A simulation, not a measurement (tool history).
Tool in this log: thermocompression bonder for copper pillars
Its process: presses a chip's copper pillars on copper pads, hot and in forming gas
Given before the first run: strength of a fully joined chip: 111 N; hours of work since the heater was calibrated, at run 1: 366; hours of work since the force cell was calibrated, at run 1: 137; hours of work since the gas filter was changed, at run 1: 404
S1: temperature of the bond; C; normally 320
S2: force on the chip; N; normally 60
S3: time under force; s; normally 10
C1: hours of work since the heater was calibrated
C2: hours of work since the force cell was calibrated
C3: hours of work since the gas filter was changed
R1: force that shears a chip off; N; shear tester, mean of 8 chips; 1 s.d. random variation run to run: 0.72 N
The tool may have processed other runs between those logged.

{"run": 1, "day": 0.0, "S1": 320, "S2": 60, "S3": 10, "C1": 366, "C2": 137, "C3": 404, "R1": 51}
{"run": 2, "day": 0.696, "S1": 320, "S2": 60, "S3": 22, "C1": 378, "C2": 149, "C3": 417, "R1": 66.5}
{"run": 3, "day": 1.35, "S1": 320, "S2": 49, "S3": 10, "C1": 390, "C2": 161, "C3": 428, "R1": 41.7}
{"run": 4, "day": 1.725, "S1": 320, "S2": 49, "S3": 10, "C1": 396, "C2": 167, "C3": 435, "R1": 41.6}
{"run": 5, "day": 2.15, "S1": 320, "S2": 49, "S3": 10, "C1": 404, "C2": 175, "C3": 442, "R1": 40.3}
{"run": 6, "day": 2.788, "S1": 320, "S2": 49, "S3": 10, "C1": 415, "C2": 186, "C3": 453, "R1": 41.5}
{"day": 3.162, "done": "forming gas filter changed"}
{"run": 7, "day": 3.354, "S1": 320, "S2": 60, "S3": 10, "C1": 425, "C2": 195, "C3": 3, "R1": 51.3}
{"run": 8, "day": 3.712, "S1": 320, "S2": 60, "S3": 10, "C1": 431, "C2": 202, "C3": 10, "R1": 51.2}
{"run": 9, "day": 4.467, "S1": 320, "S2": 60, "S3": 7, "C1": 444, "C2": 215, "C3": 23, "R1": 46.1}
{"run": 10, "day": 5.233, "S1": 320, "S2": 60, "S3": 7, "C1": 458, "C2": 228, "C3": 36, "R1": 44.8}
{"run": 11, "day": 6.038, "S1": 320, "S2": 74, "S3": 12, "C1": 472, "C2": 243, "C3": 51, "R1": 66.1}
{"run": 12, "day": 6.517, "S1": 340, "S2": 60, "S3": 10, "C1": 480, "C2": 251, "C3": 59, "R1": 63.1}
{"run": 13, "day": 6.875, "S1": 304, "S2": 60, "S3": 10, "C1": 487, "C2": 257, "C3": 65, "R1": 41.2}
{"run": 14, "day": 7.338, "S1": 297, "S2": 71, "S3": 19, "C1": 495, "C2": 265, "C3": 73, "R1": 56}
{"run": 15, "day": 7.983, "S1": 320, "S2": 38, "S3": 24, "C1": 506, "C2": 277, "C3": 85, "R1": 45}

5 options for the next run, each taken on its own from the tool as it stands now. Forecast them:
{"run": "A", "day": 8.746, "S1": 339, "S2": 38, "S3": 24, "C1": 519, "C2": 290, "C3": 98, "R1": "?"}
{"run": "B", "day": 8.746, "S1": 320, "S2": 38, "S3": 13, "C1": 519, "C2": 290, "C3": 98, "R1": "?"}
{"run": "C", "day": 8.746, "S1": 340, "S2": 38, "S3": 19, "C1": 519, "C2": 290, "C3": 98, "R1": "?"}
{"run": "D", "day": 8.746, "S1": 320, "S2": 61, "S3": 8, "C1": 519, "C2": 290, "C3": 98, "R1": "?"}
{"run": "E", "day": 8.746, "S1": 328, "S2": 38, "S3": 24, "C1": 519, "C2": 290, "C3": 98, "R1": "?"}

run=A R1=55.4
run=B R1=34.3
run=C R1=52.3
run=D R1=47.4
run=E R1=49.4
What these runs would have given with no unlogged condition in the tool:
run=A R1=55.7
run=B R1=34.5
run=C R1=52.5
run=D R1=47.7
run=E R1=49.7
